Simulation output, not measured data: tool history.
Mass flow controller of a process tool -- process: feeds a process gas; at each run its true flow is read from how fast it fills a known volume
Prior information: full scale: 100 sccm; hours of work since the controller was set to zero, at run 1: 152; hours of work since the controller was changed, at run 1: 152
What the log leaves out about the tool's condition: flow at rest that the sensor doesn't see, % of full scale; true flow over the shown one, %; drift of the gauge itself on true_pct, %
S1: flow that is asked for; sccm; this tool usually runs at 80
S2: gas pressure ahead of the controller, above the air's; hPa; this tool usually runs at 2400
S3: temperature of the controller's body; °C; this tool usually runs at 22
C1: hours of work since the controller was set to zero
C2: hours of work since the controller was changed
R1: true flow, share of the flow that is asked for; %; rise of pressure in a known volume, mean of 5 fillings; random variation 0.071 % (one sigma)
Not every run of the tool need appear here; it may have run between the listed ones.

{"run": 1, "hour": 0.0, "S1": 80, "S2": 2400, "S3": 22, "C1": 152, "C2": 152, "R1": 99.8}
{"run": 2, "hour": 465.5, "S1": 80, "S2": 2400, "S3": 22, "C1": 455, "C2": 455, "R1": 99.61}
{"run": 3, "hour": 782.5, "S1": 80, "S2": 2530, "S3": 22, "C1": 661, "C2": 661, "R1": 99.64}
{"run": 4, "hour": 1101.9, "S1": 80, "S2": 2530, "S3": 22, "C1": 868, "C2": 868, "R1": 99.55}
{"run": 5, "hour": 1432.6, "S1": 55, "S2": 2400, "S3": 22, "C1": 1083, "C2": 1083, "R1": 99.35}
{"run": 6, "hour": 1795.2, "S1": 55, "S2": 2090, "S3": 22, "C1": 1319, "C2": 1319, "R1": 99.28}
{"run": 7, "hour": 2325.2, "S1": 55, "S2": 2090, "S3": 22, "C1": 1664, "C2": 1664, "R1": 99.15}
{"run": 8, "hour": 2837.3, "S1": 55, "S2": 2090, "S3": 22, "C1": 1997, "C2": 1997, "R1": 99.08}
{"run": 9, "hour": 3147.5, "S1": 55, "S2": 2090, "S3": 22, "C1": 2199, "C2": 2199, "R1": 98.97}
{"run": 10, "hour": 3468.6, "S1": 80, "S2": 2400, "S3": 38, "C1": 2407, "C2": 2407, "R1": 101.02}
{"run": 11, "hour": 3971.6, "S1": 80, "S2": 2400, "S3": 38, "C1": 2734, "C2": 2734, "R1": 100.94}
{"run": 12, "hour": 4322.8, "S1": 80, "S2": 2400, "S3": 28, "C1": 2963, "C2": 2963, "R1": 99.73}
{"run": 13, "hour": 4873.5, "S1": 80, "S2": 2400, "S3": 28, "C1": 3321, "C2": 3321, "R1": 99.73}
{"run": 14, "hour": 5286.6, "S1": 80, "S2": 2400, "S3": 28, "C1": 3589, "C2": 3589, "R1": 99.61}
{"run": 15, "hour": 5828.9, "S1": 80, "S2": 2400, "S3": 28, "C1": 3942, "C2": 3942, "R1": 99.57}
{"run": 16, "hour": 6206.1, "S1": 80, "S2": 2400, "S3": 28, "C1": 4187, "C2": 4187, "R1": 99.42}
{"run": 17, "hour": 6580.5, "S1": 80, "S2": 2400, "S3": 28, "C1": 4431, "C2": 4431, "R1": 99.47}
{"run": 18, "hour": 6874.3, "S1": 80, "S2": 2400, "S3": 22, "C1": 4622, "C2": 4622, "R1": 98.73}
{"run": 19, "hour": 7401.7, "S1": 80, "S2": 2400, "S3": 22, "C1": 4965, "C2": 4965, "R1": 98.64}
{"run": 20, "hour": 7661.0, "S1": 23, "S2": 2400, "S3": 22, "C1": 5133, "C2": 5133, "R1": 98.47}
{"run": 21, "hour": 8038.7, "S1": 23, "S2": 2400, "S3": 22, "C1": 5379, "C2": 5379, "R1": 98.21}
{"run": 22, "hour": 8388.7, "S1": 23, "S2": 2400, "S3": 22, "C1": 5606, "C2": 5606, "R1": 98.15}
{"run": 23, "hour": 8748.9, "S1": 23, "S2": 2400, "S3": 22, "C1": 5841, "C2": 5841, "R1": 98.15}
{"run": 24, "hour": 9318.4, "S1": 23, "S2": 2400, "S3": 22, "C1": 6211, "C2": 6211, "R1": 98.25}
{"run": 25, "hour": 9741.4, "S1": 13, "S2": 1980, "S3": 32, "C1": 6486, "C2": 6486, "R1": 99.06}
{"run": 26, "hour": 10267.6, "S1": 61, "S2": 2100, "S3": 30, "C1": 6828, "C2": 6828, "R1": 98.99}
{"run": 27, "hour": 10786.7, "S1": 61, "S2": 1640, "S3": 30, "C1": 7166, "C2": 7166, "R1": 98.84}
{"run": 28, "hour": 11085.2, "S1": 49, "S2": 2400, "S3": 22, "C1": 7360, "C2": 7360, "R1": 97.88}
{"run": 29, "hour": 11640.0, "S1": 80, "S2": 2700, "S3": 23, "C1": 7721, "C2": 7721, "R1": 98.25}
{"run": 30, "hour": 11994.1, "S1": 80, "S2": 2570, "S3": 23, "C1": 7951, "C2": 7951, "R1": 98.12}
{"run": 31, "hour": 12253.8, "S1": 59, "S2": 1660, "S3": 30, "C1": 8120, "C2": 8120, "R1": 98.49}
{"hour": 12438.9, "done": "controller's zero set anew"}
{"run": 32, "hour": 12520.6, "S1": 59, "S2": 1660, "S3": 30, "C1": 53, "C2": 8293, "R1": 98.47}
{"run": 33, "hour": 12888.6, "S1": 80, "S2": 2390, "S3": 33, "C1": 292, "C2": 8532, "R1": 99.02}
{"run": 34, "hour": 13459.5, "S1": 12, "S2": 2060, "S3": 22, "C1": 664, "C2": 8903, "R1": 97.39}
{"run": 35, "hour": 13945.8, "S1": 21, "S2": 1650, "S3": 22, "C1": 980, "C2": 9219, "R1": 97.18}
{"run": 36, "hour": 14177.8, "S1": 21, "S2": 1650, "S3": 22, "C1": 1131, "C2": 9370, "R1": 97.29}
{"run": 37, "hour": 14589.1, "S1": 21, "S2": 1650, "S3": 22, "C1": 1398, "C2": 9638, "R1": 97.2}
{"run": 38, "hour": 15076.2, "S1": 20, "S2": 2470, "S3": 24, "C1": 1715, "C2": 9955, "R1": 97.44}
{"run": 39, "hour": 15341.1, "S1": 80, "S2": 2400, "S3": 33, "C1": 1887, "C2": 10127, "R1": 98.57}
{"run": 40, "hour": 15600.2, "S1": 80, "S2": 2400, "S3": 28, "C1": 2056, "C2": 10295, "R1": 98.1}
{"hour": 15731.5, "done": "gauge calibrated"}
{"run": 41, "hour": 15859.7, "S1": 80, "S2": 2400, "S3": 21, "C1": 2224, "C2": 10464, "R1": 99.54}
{"run": 42, "hour": 16326.7, "S1": 52, "S2": 1460, "S3": 38, "C1": 2528, "C2": 10768, "R1": 101.05}
{"run": 43, "hour": 16659.3, "S1": 11, "S2": 2110, "S3": 21, "C1": 2744, "C2": 10984, "R1": 99.09}
{"run": 44, "hour": 16969.3, "S1": 15, "S2": 1770, "S3": 22, "C1": 2946, "C2": 11185, "R1": 99.01}
{"run": 45, "hour": 17402.7, "S1": 15, "S2": 1770, "S3": 34, "C1": 3228, "C2": 11467, "R1": 100.38}
{"run": 46, "hour": 17728.3, "S1": 15, "S2": 1770, "S3": 34, "C1": 3439, "C2": 11679, "R1": 100.39}
{"run": 47, "hour": 18179.0, "S1": 11, "S2": 1840, "S3": 33, "C1": 3732, "C2": 11972, "R1": 100.22}

Hidden state or all else? Some run-to-run changes of R1, split into what the settings, what came in and random variation would give without the hidden state, and what is left for the hidden state (with any gauge scatter that isn't in both results):
Run 6 -> 7: nothing adjusted, nothing logged. R1 -0.13 %: hidden state -0.08, all else -0.05.
Run 9 -> 10: S1 55 -> 80, S2 2090 -> 2400, S3 22 -> 38. R1 +2.05 %: hidden state -0.06, all else +2.11.
Run 12 -> 13: nothing adjusted, nothing logged. R1 +0 %: hidden state -0.08, all else +0.08.
Run 33 -> 34: S1 80 -> 12, S2 2390 -> 2060, S3 33 -> 22. R1 -1.63 %: hidden state -0.06, all else -1.57.
Run 40 -> 41: S3 28 -> 21, gauge calibrated. R1 +1.44 %: hidden state +2.25, all else -0.81.
Run 42 -> 43: S1 52 -> 11, S2 1460 -> 2110, S3 38 -> 21. R1 -1.96 %: hidden state -0.06, all else -1.9.
